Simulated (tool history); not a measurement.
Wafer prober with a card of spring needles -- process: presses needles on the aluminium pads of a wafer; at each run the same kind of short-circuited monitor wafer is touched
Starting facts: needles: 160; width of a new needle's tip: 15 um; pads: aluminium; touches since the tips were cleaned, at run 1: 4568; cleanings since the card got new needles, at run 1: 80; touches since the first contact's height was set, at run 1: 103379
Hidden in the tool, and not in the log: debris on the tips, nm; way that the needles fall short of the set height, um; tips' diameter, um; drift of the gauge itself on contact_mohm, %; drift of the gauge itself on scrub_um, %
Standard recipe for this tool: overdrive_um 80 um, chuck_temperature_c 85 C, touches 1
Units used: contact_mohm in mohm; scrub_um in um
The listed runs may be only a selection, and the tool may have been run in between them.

| run | hour | overdrive_um | chuck_temperature_c | touches | touches since the tips were cleaned | cleanings since the card got new needles | touches since the first contact's height was set | contact_mohm | scrub_um |
|---|---|---|---|---|---|---|---|---|---|
| 1 | 0 | 80 | 85 | 1 | 4568 | 80 | 103379 | 298 | 21.94 |
|  | 6.5 | tips cleaned on abrasive film |
|  | 24.9 | tips cleaned on abrasive film |
| 2 | 25.7 | 80 | 85 | 1 | 386 | 82 | 114959 | 285 | 21.93 |
|  | 40.3 | tips cleaned on abrasive film |
|  | 56.6 | tips cleaned on abrasive film |
| 3 | 63.7 | 80 | 85 | 1 | 3247 | 84 | 132087 | 292 | 21.9 |
|  | 72.4 | tips cleaned on abrasive film |
|  | 87.8 | tips cleaned on abrasive film |
|  | 88.1 | height of the first contact set anew |
|  | 107 | tips cleaned on abrasive film |
| 4 | 117.5 | 80 | 85 | 1 | 4784 | 87 | 13292 | 291 | 22.18 |
|  | 122.7 | tips cleaned on abrasive film |
|  | 140.3 | tips cleaned on abrasive film |
| 5 | 148 | 80 | 85 | 1 | 3523 | 89 | 27039 | 288 | 22.1 |
|  | 158.5 | tips cleaned on abrasive film |
|  | 177 | tips cleaned on abrasive film |
| 6 | 180.6 | 80 | 85 | 3 | 1639 | 91 | 41719 | 280 | 22.04 |
|  | 193.7 | tips cleaned on abrasive film |
| 7 | 205.2 | 65 | 72 | 3 | 5214 | 92 | 52820 | 285 | 17.88 |
|  | 212.1 | tips cleaned on abrasive film |
|  | 229.2 | tips cleaned on abrasive film |
| 8 | 239.3 | 68 | 50 | 3 | 4585 | 94 | 68206 | 282 | 18.65 |
|  | 245.6 | tips cleaned on abrasive film |
|  | 264 | tips cleaned on abrasive film |
| 9 | 270.2 | 79 | 43 | 1 | 2826 | 96 | 82113 | 276 | 21.73 |
|  | 280 | tips cleaned on abrasive film |
|  | 295.7 | tips cleaned on abrasive film |
|  | 314.9 | tips cleaned on abrasive film |
| 10 | 319.4 | 66 | 26 | 1 | 2012 | 99 | 104275 | 278 | 18.11 |

Branching from run 10: 5 alternative next runs. What would each branch give?
|  | 334 | tips cleaned on abrasive film |
|  | 352.8 | tips cleaned on abrasive film |
| A | 362.4 | 81 | 27 | 3 | 4311 | 101 | 123671 | ? | ? |
|  | 334 | tips cleaned on abrasive film |
|  | 352.8 | tips cleaned on abrasive film |
| B | 362.4 | 89 | 99 | 1 | 4311 | 101 | 123671 | ? | ? |
|  | 334 | tips cleaned on abrasive film |
|  | 352.8 | tips cleaned on abrasive film |
| C | 362.4 | 66 | 26 | 2 | 4311 | 101 | 123671 | ? | ? |
|  | 334 | tips cleaned on abrasive film |
|  | 352.8 | tips cleaned on abrasive film |
| D | 362.4 | 77 | 34 | 3 | 4311 | 101 | 123671 | ? | ? |
|  | 334 | tips cleaned on abrasive film |
|  | 352.8 | tips cleaned on abrasive film |
| E | 362.4 | 80 | 85 | 2 | 4311 | 101 | 123671 | ? | ? |

| run | contact_mohm | scrub_um |
|---|---|---|
| A | 266 | 22.18 |
| B | 297 | 24.42 |
| C | 280 | 18.04 |
| D | 271 | 21.04 |
| E | 286 | 21.92 |
The same runs, with their run-to-run variation unchanged, on a tool lacking any hidden condition would have given:
| run | contact_mohm | scrub_um |
|---|---|---|
| A | 260 | 22.4 |
| B | 285 | 24.63 |
| C | 266 | 18.26 |
| D | 264 | 21.26 |
| E | 276 | 22.14 |

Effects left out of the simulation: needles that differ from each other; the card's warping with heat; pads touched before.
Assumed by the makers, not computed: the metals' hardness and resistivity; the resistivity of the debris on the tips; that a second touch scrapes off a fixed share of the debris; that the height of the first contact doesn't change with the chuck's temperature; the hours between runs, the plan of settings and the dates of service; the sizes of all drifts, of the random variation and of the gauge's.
